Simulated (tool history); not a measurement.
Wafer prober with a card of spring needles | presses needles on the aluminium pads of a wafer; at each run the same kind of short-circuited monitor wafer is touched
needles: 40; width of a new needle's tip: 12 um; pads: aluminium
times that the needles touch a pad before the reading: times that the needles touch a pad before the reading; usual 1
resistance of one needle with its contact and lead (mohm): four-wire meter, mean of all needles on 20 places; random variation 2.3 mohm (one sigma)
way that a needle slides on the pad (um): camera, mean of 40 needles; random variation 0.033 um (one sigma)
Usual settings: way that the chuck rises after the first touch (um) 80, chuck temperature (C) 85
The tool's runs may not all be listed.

| run | hour | way that the chuck rises after the first touch (um) | chuck temperature (C) | times that the needles touch a pad before the reading | resistance of one needle with its contact and lead (mohm) | way that a needle slides on the pad (um) |
|---|---|---|---|---|---|---|
| 1 | 0 | 80 | 85 | 1 | 283 | 17.83 |
|  | 5.3 | tips cleaned on abrasive film |
|  | 12 | tips cleaned on abrasive film |
|  | 18.6 | tips cleaned on abrasive film |
|  | 24 | tips cleaned on abrasive film |
|  | 30.6 | tips cleaned on abrasive film |
|  | 37.3 | tips cleaned on abrasive film |
|  | 43.9 | tips cleaned on abrasive film |
| 2 | 47.5 | 80 | 85 | 2 | 285 | 17.66 |
|  | 50.2 | tips cleaned on abrasive film |
|  | 55.6 | tips cleaned on abrasive film |
|  | 62.2 | tips cleaned on abrasive film |
|  | 68.9 | tips cleaned on abrasive film |
|  | 75.5 | tips cleaned on abrasive film |
|  | 82.2 | tips cleaned on abrasive film |
|  | 88.8 | tips cleaned on abrasive film |
|  | 94.2 | tips cleaned on abrasive film |
|  | 100.8 | tips cleaned on abrasive film |
|  | 106.2 | tips cleaned on abrasive film |
|  | 111.7 | height of the first contact set anew |
|  | 113.1 | tips cleaned on abrasive film |
|  | 119.8 | tips cleaned on abrasive film |
|  | 126.1 | tips cleaned on abrasive film |
| 3 | 126.1 | 80 | 85 | 2 | 263 | 16.88 |
|  | 132.8 | tips cleaned on abrasive film |
|  | 139.4 | tips cleaned on abrasive film |
|  | 144.8 | tips cleaned on abrasive film |
|  | 151.4 | tips cleaned on abrasive film |
|  | 158.1 | tips cleaned on abrasive film |
|  | 164.7 | tips cleaned on abrasive film |
|  | 171.4 | tips cleaned on abrasive film |
|  | 176.7 | tips cleaned on abrasive film |
|  | 183.4 | tips cleaned on abrasive film |
|  | 190 | tips cleaned on abrasive film |
|  | 195.4 | tips cleaned on abrasive film |
| 4 | 199.4 | 80 | 85 | 2 | 297 | 16.61 |
|  | 200.8 | tips cleaned on abrasive film |
|  | 206.2 | tips cleaned on abrasive film |
|  | 211.5 | tips cleaned on abrasive film |
|  | 218.2 | tips cleaned on abrasive film |
|  | 224.8 | tips cleaned on abrasive film |
|  | 231.5 | tips cleaned on abrasive film |
|  | 236.8 | tips cleaned on abrasive film |
|  | 242.1 | tips cleaned on abrasive film |
|  | 248.8 | tips cleaned on abrasive film |
|  | 255.4 | tips cleaned on abrasive film |
|  | 260.8 | tips cleaned on abrasive film |
|  | 266.1 | tips cleaned on abrasive film |
| 5 | 269.5 | 80 | 85 | 2 | 289 | 16.31 |
|  | 272.2 | tips cleaned on abrasive film |
|  | 277.6 | tips cleaned on abrasive film |
|  | 282.9 | tips cleaned on abrasive film |
|  | 287.1 | height of the first contact set anew |
|  | 289.9 | tips cleaned on abrasive film |
|  | 296.5 | tips cleaned on abrasive film |
|  | 303.2 | tips cleaned on abrasive film |
|  | 309.8 | tips cleaned on abrasive film |
|  | 315.2 | tips cleaned on abrasive film |
|  | 321.8 | tips cleaned on abrasive film |
|  | 327.1 | tips cleaned on abrasive film |
|  | 333.8 | tips cleaned on abrasive film |
|  | 340.4 | tips cleaned on abrasive film |
|  | 347.1 | tips cleaned on abrasive film |
| 6 | 349.7 | 80 | 85 | 1 | 298 | 17.86 |
|  | 353.7 | tips cleaned on abrasive film |
|  | 360.3 | tips cleaned on abrasive film |
|  | 367 | tips cleaned on abrasive film |
|  | 373.6 | tips cleaned on abrasive film |
|  | 380.3 | tips cleaned on abrasive film |
|  | 385.6 | tips cleaned on abrasive film |
|  | 392.3 | tips cleaned on abrasive film |
|  | 397.6 | tips cleaned on abrasive film |
|  | 404.3 | tips cleaned on abrasive film |
|  | 410.9 | tips cleaned on abrasive film |
|  | 417.6 | tips cleaned on abrasive film |
|  | 424.2 | tips cleaned on abrasive film |
|  | 429.6 | tips cleaned on abrasive film |
|  | 436.2 | tips cleaned on abrasive film |
| 7 | 440.9 | 80 | 85 | 1 | 322 | 17.52 |
|  | 442.3 | tips cleaned on abrasive film |
|  | 449 | tips cleaned on abrasive film |
|  | 455.6 | tips cleaned on abrasive film |
|  | 461 | tips cleaned on abrasive film |
|  | 462.6 | height of the first contact set anew |
|  | 467.9 | tips cleaned on abrasive film |
|  | 473.3 | tips cleaned on abrasive film |
|  | 479.9 | tips cleaned on abrasive film |
|  | 486.6 | tips cleaned on abrasive film |
|  | 493.2 | tips cleaned on abrasive film |
|  | 498.6 | tips cleaned on abrasive film |
|  | 505.2 | tips cleaned on abrasive film |
| 8 | 505.6 | 80 | 85 | 2 | 274 | 17.99 |
|  | 511 | tips cleaned on abrasive film |
|  | 513.9 | height of the first contact set anew, once more |
|  | 516.6 | tips cleaned on abrasive film |
|  | 523.2 | tips cleaned on abrasive film |
|  | 528.6 | tips cleaned on abrasive film |
|  | 535.2 | tips cleaned on abrasive film |
|  | 540.6 | tips cleaned on abrasive film |
|  | 547.2 | tips cleaned on abrasive film |
| 9 | 547.7 | 80 | 85 | 2 | 270 | 17.98 |
|  | 553.1 | tips cleaned on abrasive film |
|  | 559.7 | tips cleaned on abrasive film |
|  | 566.4 | tips cleaned on abrasive film |
|  | 571.7 | tips cleaned on abrasive film |
|  | 578.3 | tips cleaned on abrasive film |
|  | 583.7 | tips cleaned on abrasive film |
|  | 590.3 | tips cleaned on abrasive film |
|  | 597 | tips cleaned on abrasive film |
|  | 603.6 | tips cleaned on abrasive film |
| 10 | 606.4 | 80 | 85 | 2 | 291 | 17.8 |
|  | 609.1 | tips cleaned on abrasive film |
|  | 614.4 | tips cleaned on abrasive film |
|  | 621.1 | tips cleaned on abrasive film |
|  | 627.7 | tips cleaned on abrasive film |
|  | 634.4 | tips cleaned on abrasive film |
|  | 641 | tips cleaned on abrasive film |
|  | 647.7 | tips cleaned on abrasive film |
|  | 653 | tips cleaned on abrasive film |
|  | 658.4 | tips cleaned on abrasive film |
|  | 665 | tips cleaned on abrasive film |
|  | 670.4 | tips cleaned on abrasive film |
|  | 677 | tips cleaned on abrasive film |
|  | 682.4 | tips cleaned on abrasive film |
| 11 | 684.2 | 93 | 87 | 2 | 279 | 20.31 |
|  | 688.2 | tips cleaned on abrasive film |
|  | 689.9 | height of the first contact set anew |
|  | 693.9 | tips cleaned on abrasive film |
|  | 700.5 | tips cleaned on abrasive film |
|  | 707.2 | tips cleaned on abrasive film |
|  | 713.8 | tips cleaned on abrasive film |
|  | 720.5 | tips cleaned on abrasive film |
|  | 727.1 | tips cleaned on abrasive film |
| 12 | 730.4 | 63 | 91 | 1 | 358 | 14.08 |
|  | 733.1 | tips cleaned on abrasive film |
|  | 739.7 | tips cleaned on abrasive film |
|  | 746.4 | tips cleaned on abrasive film |
|  | 753 | tips cleaned on abrasive film |
|  | 758.4 | tips cleaned on abrasive film |
|  | 765 | tips cleaned on abrasive film |
|  | 771.7 | tips cleaned on abrasive film |
|  | 777 | tips cleaned on abrasive film |
|  | 782.6 | tips cleaned on abrasive film |
| 13 | 782.6 | 63 | 91 | 1 | 281 | 13.8 |
|  | 787.9 | tips cleaned on abrasive film |
|  | 794.5 | tips cleaned on abrasive film |
|  | 801.2 | tips cleaned on abrasive film |
|  | 807.8 | tips cleaned on abrasive film |
|  | 814.5 | tips cleaned on abrasive film |
|  | 821.1 | tips cleaned on abrasive film |
|  | 826.5 | tips cleaned on abrasive film |
|  | 833.1 | tips cleaned on abrasive film |
|  | 839.8 | tips cleaned on abrasive film |
|  | 845.1 | tips cleaned on abrasive film |
|  | 851.8 | tips cleaned on abrasive film |
|  | 857.1 | tips cleaned on abrasive film |
|  | 863.8 | tips cleaned on abrasive film |
|  | 865.4 | height of the first contact set anew |
|  | 869.4 | tips cleaned on abrasive film |
| 14 | 872.4 | 83 | 123 | 2 | 308 | 18.79 |
|  | 875.1 | tips cleaned on abrasive film |
|  | 880.4 | tips cleaned on abrasive film |
|  | 887.1 | tips cleaned on abrasive film |
|  | 892.4 | tips cleaned on abrasive film |
|  | 899.1 | tips cleaned on abrasive film |
|  | 905.7 | tips cleaned on abrasive film |
|  | 912.4 | tips cleaned on abrasive film |
|  | 919 | tips cleaned on abrasive film |
|  | 924.4 | tips cleaned on abrasive film |
|  | 931 | tips cleaned on abrasive film |
|  | 937.7 | tips cleaned on abrasive film |
|  | 943 | tips cleaned on abrasive film |
|  | 949.7 | tips cleaned on abrasive film |
| 15 | 949.8 | 83 | 123 | 2 | 284 | 18.45 |
|  | 955.1 | tips cleaned on abrasive film |
|  | 961.8 | tips cleaned on abrasive film |
|  | 968.4 | tips cleaned on abrasive film |
|  | 975.1 | tips cleaned on abrasive film |
|  | 981.7 | tips cleaned on abrasive film |
|  | 988.4 | tips cleaned on abrasive film |
|  | 993.7 | tips cleaned on abrasive film |
|  | 1000.4 | tips cleaned on abrasive film |
| 16 | 1002.9 | 86 | 85 | 2 | 291 | 18.92 |
|  | 1006.9 | tips cleaned on abrasive film |
|  | 1013.5 | tips cleaned on abrasive film |
|  | 1018.9 | tips cleaned on abrasive film |
|  | 1025.5 | tips cleaned on abrasive film |
|  | 1032.2 | tips cleaned on abrasive film |
|  | 1038.8 | tips cleaned on abrasive film |
|  | 1040.4 | height of the first contact set anew |
|  | 1045.8 | tips cleaned on abrasive film |
|  | 1052.4 | tips cleaned on abrasive film |
|  | 1059.1 | tips cleaned on abrasive film |
|  | 1064.4 | tips cleaned on abrasive film |
|  | 1069.8 | tips cleaned on abrasive film |
|  | 1076.4 | tips cleaned on abrasive film |
|  | 1081.7 | tips cleaned on abrasive film |
|  | 1088.4 | tips cleaned on abrasive film |
| 17 | 1091.3 | 65 | 85 | 2 | 317 | 14.49 |

3 ways to go on from here, each from the tool as it stands after run 17. What would each give?
|  | 1094 | tips cleaned on abrasive film |
|  | 1100.7 | tips cleaned on abrasive film |
|  | 1107.3 | tips cleaned on abrasive film |
|  | 1112.7 | tips cleaned on abrasive film |
|  | 1119.3 | tips cleaned on abrasive film |
|  | 1126 | tips cleaned on abrasive film |
|  | 1132.6 | tips cleaned on abrasive film |
|  | 1139.3 | tips cleaned on abrasive film |
|  | 1145.9 | tips cleaned on abrasive film |
|  | 1152.6 | tips cleaned on abrasive film |
| A | 1156.7 | 80 | 28 | 1 | ? | ? |
|  | 1094 | tips cleaned on abrasive film |
|  | 1100.7 | tips cleaned on abrasive film |
|  | 1107.3 | tips cleaned on abrasive film |
|  | 1112.7 | tips cleaned on abrasive film |
|  | 1119.3 | tips cleaned on abrasive film |
|  | 1126 | tips cleaned on abrasive film |
|  | 1132.6 | tips cleaned on abrasive film |
|  | 1139.3 | tips cleaned on abrasive film |
|  | 1145.9 | tips cleaned on abrasive film |
|  | 1152.6 | tips cleaned on abrasive film |
| B | 1156.7 | 65 | 85 | 1 | ? | ? |
|  | 1094 | tips cleaned on abrasive film |
|  | 1100.7 | tips cleaned on abrasive film |
|  | 1107.3 | tips cleaned on abrasive film |
|  | 1112.7 | tips cleaned on abrasive film |
|  | 1119.3 | tips cleaned on abrasive film |
|  | 1126 | tips cleaned on abrasive film |
|  | 1132.6 | tips cleaned on abrasive film |
|  | 1139.3 | tips cleaned on abrasive film |
|  | 1145.9 | tips cleaned on abrasive film |
|  | 1152.6 | tips cleaned on abrasive film |
| C | 1156.7 | 62 | 85 | 2 | ? | ? |

| run | resistance of one needle with its contact and lead (mohm) | way that a needle slides on the pad (um) |
|---|---|---|
| A | 335 | 17.61 |
| B | 385 | 14.24 |
| C | 346 | 13.6 |
Without the tool's hidden state the same runs would have given:
| run | resistance of one needle with its contact and lead (mohm) | way that a needle slides on the pad (um) |
|---|---|---|
| A | 246 | 18.09 |
| B | 262 | 14.71 |
| C | 261 | 14.08 |

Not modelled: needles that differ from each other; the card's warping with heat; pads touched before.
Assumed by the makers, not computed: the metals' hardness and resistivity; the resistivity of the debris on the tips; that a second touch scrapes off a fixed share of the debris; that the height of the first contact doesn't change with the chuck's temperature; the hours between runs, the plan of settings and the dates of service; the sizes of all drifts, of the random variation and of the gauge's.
